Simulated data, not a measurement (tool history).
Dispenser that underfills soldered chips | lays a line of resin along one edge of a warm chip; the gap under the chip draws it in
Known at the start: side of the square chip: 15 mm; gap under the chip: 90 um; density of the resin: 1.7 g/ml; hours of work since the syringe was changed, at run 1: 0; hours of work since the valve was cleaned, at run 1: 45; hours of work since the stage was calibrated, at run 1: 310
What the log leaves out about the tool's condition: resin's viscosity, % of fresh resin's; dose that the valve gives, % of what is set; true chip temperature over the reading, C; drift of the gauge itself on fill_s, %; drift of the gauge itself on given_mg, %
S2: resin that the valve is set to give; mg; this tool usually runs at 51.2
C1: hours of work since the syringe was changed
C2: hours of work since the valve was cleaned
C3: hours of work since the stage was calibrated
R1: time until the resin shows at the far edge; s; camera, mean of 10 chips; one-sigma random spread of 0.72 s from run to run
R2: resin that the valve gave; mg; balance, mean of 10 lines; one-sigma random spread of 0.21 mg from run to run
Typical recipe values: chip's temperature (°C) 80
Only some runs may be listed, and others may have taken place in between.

run 1 hour=0.0 | chip's_temperature_(°C)=80 S2=51.2 | C1=0 C2=45 C3=310 | R1=63.4 R2=49.53
run 2 hour=9.7 | chip's_temperature_(°C)=85 S2=51.2 | C1=7 C2=52 C3=317 | R1=84.8 R2=49.06
-- hour=11.7 new syringe of resin
run 3 hour=17.1 | chip's_temperature_(°C)=78 S2=51.2 | C1=4 C2=57 C3=322 | R1=87.7 R2=49.49
run 4 hour=22.5 | chip's_temperature_(°C)=78 S2=51.2 | C1=8 C2=62 C3=326 | R1=113.2 R2=49.25
-- hour=23.8 new syringe of resin
run 5 hour=33.4 | chip's_temperature_(°C)=80 S2=51.2 | C1=7 C2=69 C3=334 | R1=98.3 R2=48.78
-- hour=35.8 new syringe of resin
run 6 hour=41.9 | chip's_temperature_(°C)=80 S2=51.2 | C1=5 C2=76 C3=341 | R1=83.0 R2=48.31
-- hour=43.7 dispensing valve cleaned and set on the balance
-- hour=48.6 new syringe of resin
run 7 hour=50.5 | chip's_temperature_(°C)=80 S2=45.7 | C1=1 C2=5 C3=346 | R1=70.5 R2=45.72
-- hour=59.9 new syringe of resin
run 8 hour=62.1 | chip's_temperature_(°C)=80 S2=51.2 | C1=2 C2=13 C3=354 | R1=69.3 R2=51.15
run 9 hour=69.0 | chip's_temperature_(°C)=80 S2=51.2 | C1=7 C2=19 C3=360 | R1=95.9 R2=50.58
-- hour=71.5 new syringe of resin
run 10 hour=75.6 | chip's_temperature_(°C)=80 S2=51.2 | C1=3 C2=23 C3=364 | R1=75.2 R2=50.63
-- hour=82.9 new syringe of resin
run 11 hour=85.1 | chip's_temperature_(°C)=80 S2=51.2 | C1=2 C2=30 C3=371 | R1=67.1 R2=50.29
run 12 hour=90.6 | chip's_temperature_(°C)=89 S2=51.2 | C1=6 C2=34 C3=375 | R1=63.5 R2=50.56
-- hour=94.5 new syringe of resin
run 13 hour=100.5 | chip's_temperature_(°C)=89 S2=51.2 | C1=5 C2=42 C3=383 | R1=57.2 R2=49.84
-- hour=106.1 new syringe of resin
run 14 hour=110.1 | chip's_temperature_(°C)=89 S2=51.2 | C1=3 C2=49 C3=390 | R1=51.3 R2=49.79
-- hour=117.6 new syringe of resin
run 15 hour=117.6 | chip's_temperature_(°C)=89 S2=51.2 | C1=0 C2=54 C3=395 | R1=43.9 R2=49.50
run 16 hour=127.8 | chip's_temperature_(°C)=89 S2=51.2 | C1=8 C2=62 C3=403 | R1=73.0 R2=49.20
-- hour=129.1 new syringe of resin
run 17 hour=134.8 | chip's_temperature_(°C)=80 S2=49.9 | C1=4 C2=67 C3=408 | R1=82.1 R2=47.37
-- hour=140.4 new syringe of resin
run 18 hour=142.1 | chip's_temperature_(°C)=80 S2=49.9 | C1=1 C2=72 C3=413 | R1=65.7 R2=47.74
-- hour=149.3 dispensing valve cleaned and set on the balance
-- hour=152.6 new syringe of resin
run 19 hour=154.8 | chip's_temperature_(°C)=66 S2=49.9 | C1=2 C2=4 C3=422 | R1=117.8 R2=49.64
run 20 hour=163.4 | chip's_temperature_(°C)=66 S2=49.9 | C1=8 C2=10 C3=428 | R1=179.3 R2=49.67
-- hour=164.4 new syringe of resin
run 21 hour=175.1 | chip's_temperature_(°C)=66 S2=49.9 | C1=8 C2=19 C3=437 | R1=182.2 R2=49.47
-- hour=176.2 new syringe of resin
run 22 hour=185.0 | chip's_temperature_(°C)=78 S2=53.3 | C1=7 C2=26 C3=444 | R1=100.5 R2=52.15
-- hour=187.8 new syringe of resin
run 23 hour=195.7 | chip's_temperature_(°C)=82 S2=66.4 | C1=6 C2=34 C3=452 | R1=80.2 R2=64.89
-- hour=199.2 new syringe of resin
run 24 hour=200.8 | chip's_temperature_(°C)=87 S2=64.3 | C1=1 C2=38 C3=455 | R1=47.4 R2=62.87
-- hour=210.5 new syringe of resin
run 25 hour=211.7 | chip's_temperature_(°C)=87 S2=44.0 | C1=1 C2=46 C3=463 | R1=50.0 R2=42.84
-- hour=222.1 new syringe of resin
run 26 hour=223.5 | chip's_temperature_(°C)=86 S2=54.6 | C1=1 C2=54 C3=472 | R1=49.7 R2=52.06
run 27 hour=229.4 | chip's_temperature_(°C)=80 S2=54.8 | C1=6 C2=59 C3=476 | R1=84.2 R2=52.77
-- hour=233.9 new syringe of resin
run 28 hour=234.9 | chip's_temperature_(°C)=67 S2=52.3 | C1=1 C2=63 C3=480 | R1=104.8 R2=50.05
run 29 hour=239.6 | chip's_temperature_(°C)=67 S2=52.3 | C1=4 C2=66 C3=484 | R1=133.7 R2=49.79
-- hour=245.2 new syringe of resin
run 30 hour=249.0 | chip's_temperature_(°C)=65 S2=51.3 | C1=3 C2=73 C3=491 | R1=129.6 R2=48.53
-- hour=254.1 dispensing valve cleaned and set on the balance
-- hour=257.6 new syringe of resin
run 31 hour=259.8 | chip's_temperature_(°C)=65 S2=51.3 | C1=2 C2=4 C3=498 | R1=121.4 R2=50.99
-- hour=269.7 new syringe of resin
run 32 hour=270.2 | chip's_temperature_(°C)=74 S2=59.7 | C1=0 C2=12 C3=505 | R1=73.6 R2=59.08
run 33 hour=279.4 | chip's_temperature_(°C)=74 S2=59.7 | C1=7 C2=19 C3=512 | R1=119.4 R2=59.05
-- hour=281.1 new syringe of resin
run 34 hour=285.3 | chip's_temperature_(°C)=81 S2=61.7 | C1=3 C2=23 C3=517 | R1=68.9 R2=60.33
run 35 hour=290.2 | chip's_temperature_(°C)=66 S2=45.8 | C1=7 C2=27 C3=520 | R1=171.3 R2=45.22

3 ways to go on from here, each from the tool as it stands after run 35. What would each give?
-- hour=292.8 new syringe of resin
run A hour=301.7 | chip's_temperature_(°C)=67 S2=45.8 | C1=7 C2=35 C3=529 | R1=? R2=?
-- hour=292.8 new syringe of resin
run B hour=301.7 | chip's_temperature_(°C)=80 S2=50.3 | C1=7 C2=35 C3=529 | R1=? R2=?
-- hour=292.8 new syringe of resin
run C hour=301.7 | chip's_temperature_(°C)=89 S2=49.0 | C1=7 C2=35 C3=529 | R1=? R2=?

run=A R1=157.9 R2=44.60
run=B R1=91.7 R2=49.10
run=C R1=66.0 R2=48.14
Had the tool no hidden state, the same runs would have come out as:
run=A R1=114.9 R2=45.75
run=B R1=66.4 R2=50.37
run=C R1=47.4 R2=49.38
